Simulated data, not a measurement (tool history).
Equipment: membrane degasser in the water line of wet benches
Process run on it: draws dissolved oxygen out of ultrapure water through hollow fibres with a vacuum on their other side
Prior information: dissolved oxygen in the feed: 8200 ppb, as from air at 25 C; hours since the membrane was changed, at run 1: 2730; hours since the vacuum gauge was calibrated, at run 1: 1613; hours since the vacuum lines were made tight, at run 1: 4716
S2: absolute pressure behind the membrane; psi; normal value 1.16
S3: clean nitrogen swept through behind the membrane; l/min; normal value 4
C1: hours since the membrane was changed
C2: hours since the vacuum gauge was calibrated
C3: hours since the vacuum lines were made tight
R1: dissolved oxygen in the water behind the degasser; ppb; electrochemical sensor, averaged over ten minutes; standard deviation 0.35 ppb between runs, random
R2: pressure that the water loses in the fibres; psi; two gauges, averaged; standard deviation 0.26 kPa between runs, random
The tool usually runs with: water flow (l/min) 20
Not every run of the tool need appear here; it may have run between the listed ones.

Run 1, day 0: usual settings; C1 2730; C2 1613; C3 4716. Result: R1 62.4 ppb, R2 10.09 psi.
Run 2, day 1.783: usual settings; C1 2773; C2 1656; C3 4759. Result: R1 63 ppb, R2 10.105 psi.
Run 3, day 3.342: usual settings; C1 2810; C2 1694; C3 4797. Result: R1 62.5 ppb, R2 10.095 psi.
Run 4, day 4.654: usual settings; C1 2842; C2 1725; C3 4828. Result: R1 62.4 ppb, R2 10.1 psi.
Run 5, day 7.638: usual settings; C1 2913; C2 1797; C3 4900. Result: R1 63.6 ppb, R2 10.074 psi.
Run 6, day 10.554: usual settings; C1 2984; C2 1867; C3 4970. Result: R1 62.7 ppb, R2 10.074 psi.
Run 7, day 12.258: usual settings; C1 3024; C2 1908; C3 5011. Result: R1 62.6 ppb, R2 10.116 psi.
Run 8, day 15.254: usual settings; C1 3096; C2 1979; C3 5082. Result: R1 63.7 ppb, R2 10.112 psi.
Run 9, day 17.217: usual settings; C1 3143; C2 2027; C3 5130. Result: R1 63.1 ppb, R2 10.054 psi.
Run 10, day 19.7: usual settings; C1 3203; C2 2086; C3 5189. Result: R1 62.8 ppb, R2 10.07 psi.
Run 11, day 21.429: usual settings; C1 3244; C2 2128; C3 5231. Result: R1 63 ppb, R2 10.1 psi.
Run 12, day 23.775: usual settings; C1 3301; C2 2184; C3 5287. Result: R1 62.8 ppb, R2 10.051 psi.
Run 13, day 25.317: usual settings; C1 3338; C2 2221; C3 5324. Result: R1 63.5 ppb, R2 10.138 psi.
Run 14, day 27.321: usual settings but water flow (l/min) 13; C1 3386; C2 2269; C3 5372. Result: R1 39.1 ppb, R2 6.557 psi.
Run 15, day 30.446: usual settings but water flow (l/min) 13; C1 3461; C2 2344; C3 5447. Result: R1 39.2 ppb, R2 6.606 psi.
Run 16, day 32.808: usual settings but water flow (l/min) 28; C1 3518; C2 2401; C3 5504. Result: R1 102.2 ppb, R2 14.122 psi.
Run 17, day 35.938: usual settings but water flow (l/min) 32, S2 2.219 psi, S3 4.79 l/min; C1 3593; C2 2476; C3 5579. Result: R1 225.7 ppb, R2 16.193 psi.
Run 18, day 38.667: usual settings but water flow (l/min) 12, S2 0.866 psi, S3 4.79 l/min; C1 3658; C2 2541; C3 5644. Result: R1 17.6 ppb, R2 6.081 psi.
Run 19, day 41.3: usual settings but water flow (l/min) 12, S2 0.866 psi, S3 4.79 l/min; C1 3721; C2 2605; C3 5707. Result: R1 17.3 ppb, R2 6.019 psi.
Run 20, day 43.012: usual settings but water flow (l/min) 13, S2 1.474 psi; C1 3762; C2 2646; C3 5749. Result: R1 56.1 ppb, R2 6.528 psi.
Run 21, day 46.046: usual settings but water flow (l/min) 13, S2 1.474 psi; C1 3835; C2 2719; C3 5821. Result: R1 57 ppb, R2 6.563 psi.
At day 46.258: vacuum gauge calibrated.
Run 22, day 48.496: usual settings but water flow (l/min) 13, S2 1.112 psi; C1 3894; C2 54; C3 5880. Result: R1 36.6 ppb, R2 6.572 psi.
Run 23, day 50.512: usual settings but S3 2.81 l/min; C1 3942; C2 102; C3 5928. Result: R1 86.8 ppb, R2 10.096 psi.
Run 24, day 53.188: usual settings but water flow (l/min) 23, S2 0.801 psi; C1 4006; C2 166; C3 5992. Result: R1 42.2 ppb, R2 11.58 psi.
Run 25, day 54.921: usual settings but water flow (l/min) 25, S2 1.72 psi; C1 4048; C2 208; C3 6034. Result: R1 143.1 ppb, R2 12.623 psi.
Run 26, day 56.4: usual settings but water flow (l/min) 13, S2 2.046 psi; C1 4083; C2 243; C3 6069. Result: R1 88.3 ppb, R2 6.537 psi.
Run 27, day 58.875: usual settings but water flow (l/min) 13, S2 2.046 psi; C1 4143; C2 303; C3 6129. Result: R1 87.5 ppb, R2 6.575 psi.
Run 28, day 61.762: usual settings but water flow (l/min) 13, S2 2.046 psi; C1 4212; C2 372; C3 6198. Result: R1 88 ppb, R2 6.551 psi.
Run 29, day 63.083: usual settings but water flow (l/min) 13, S2 2.328 psi, S3 4.76 l/min; C1 4244; C2 404; C3 6230. Result: R1 87 ppb, R2 6.538 psi.
At day 63.867: vacuum gauge calibrated, once more.
Run 30, day 65.917: usual settings but water flow (l/min) 22, S2 2.596 psi, S3 1.79 l/min; C1 4311; C2 49; C3 6297. Result: R1 410.5 ppb, R2 11.13 psi.
Run 31, day 68.829: usual settings but water flow (l/min) 22, S2 2.596 psi, S3 1.79 l/min; C1 4381; C2 119; C3 6367. Result: R1 412.6 ppb, R2 11.136 psi.

Forecast each of these 4 alternatives for the next run:
Run A, day 71.821: usual settings but water flow (l/min) 31, S2 2.772 psi, S3 1.72 l/min; C1 4453; C2 191; C3 6439. Result: R1 ?, R2 ?.
Run B, day 71.821: usual settings but water flow (l/min) 14, S2 2.596 psi, S3 1.79 l/min; C1 4453; C2 191; C3 6439. Result: R1 ?, R2 ?.
Run C, day 71.821: usual settings but S3 11 l/min; C1 4453; C2 191; C3 6439. Result: R1 ?, R2 ?.
Run D, day 71.821: usual settings but water flow (l/min) 22, S2 2.869 psi, S3 1.79 l/min; C1 4453; C2 191; C3 6439. Result: R1 ?, R2 ?.

run     R1      R2
  A  629.9  15.693
  B  267.6   7.053
  C   26.8  10.108
  D  461.9  11.178
Stripped of hidden state, with their random variation kept, the same runs would have yielded:
run     R1      R2
  A    626  15.503
  B  265.4   6.968
  C   26.2   9.986
  D  459.1  11.043
